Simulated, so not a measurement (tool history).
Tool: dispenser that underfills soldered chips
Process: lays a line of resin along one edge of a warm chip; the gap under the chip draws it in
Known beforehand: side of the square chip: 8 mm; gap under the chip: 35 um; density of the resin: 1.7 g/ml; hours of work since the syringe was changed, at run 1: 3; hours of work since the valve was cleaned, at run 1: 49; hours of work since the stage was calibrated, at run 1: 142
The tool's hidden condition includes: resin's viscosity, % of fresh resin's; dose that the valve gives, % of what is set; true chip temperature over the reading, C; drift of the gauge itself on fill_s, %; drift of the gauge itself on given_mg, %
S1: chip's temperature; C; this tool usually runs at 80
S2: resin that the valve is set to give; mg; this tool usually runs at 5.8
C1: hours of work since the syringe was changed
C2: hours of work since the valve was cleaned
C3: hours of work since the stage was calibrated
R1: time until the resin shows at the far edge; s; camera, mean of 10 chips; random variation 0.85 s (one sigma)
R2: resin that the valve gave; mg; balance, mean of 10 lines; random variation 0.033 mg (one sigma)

run,hour,S1,S2,C1,C2,C3,R1,R2
1,0,80,5.8,3,49,142,103.4,5.67
# hour 4.7: new syringe of resin
2,9.9,80,5.8,3,55,148,106.6,5.65
# hour 14.1: new syringe of resin
3,21.5,80,5.8,5,63,156,120.9,5.56
# hour 23.1: new syringe of resin
4,29.7,80,5.8,4,68,161,112.6,5.55
# hour 32.2: new syringe of resin
# hour 36.7: dispensing valve cleaned and set on the balance
5,39.4,80,5.8,4,2,167,112.7,5.82
# hour 42.5: new syringe of resin
6,48,85,6.45,4,7,172,87,6.37
# hour 51.7: new syringe of resin
# hour 60.8: new syringe of resin
7,63.5,77,6.08,2,17,183,108.4,5.99
# hour 70: new syringe of resin
8,75.4,68,6.58,4,25,190,182.7,6.39
# hour 79.3: new syringe of resin
9,84.8,76,6.75,4,31,196,128.4,6.56
# hour 88.2: new syringe of resin
# hour 98.1: new syringe of resin
10,98.7,79,6.55,0,40,205,90,6.39

Forecast each of these 5 alternatives for the next run:
A,105.3,83,6.44,5,45,210,?,?
B,105.3,79,5.1,5,45,210,?,?
C,105.3,92,6.52,5,45,210,?,?
D,105.3,94,5.8,5,45,210,?,?
E,105.3,80,7.27,5,45,210,?,?

run,R1,R2
A,101.6,6.23
B,129,4.93
C,70.8,6.3
D,65.9,5.66
E,116.9,7.05
What these runs would have given with no unlogged condition in the tool:
run,R1,R2
A,67.8,6.44
B,85.8,5.09
C,47.6,6.51
D,44.2,5.85
E,78.3,7.28
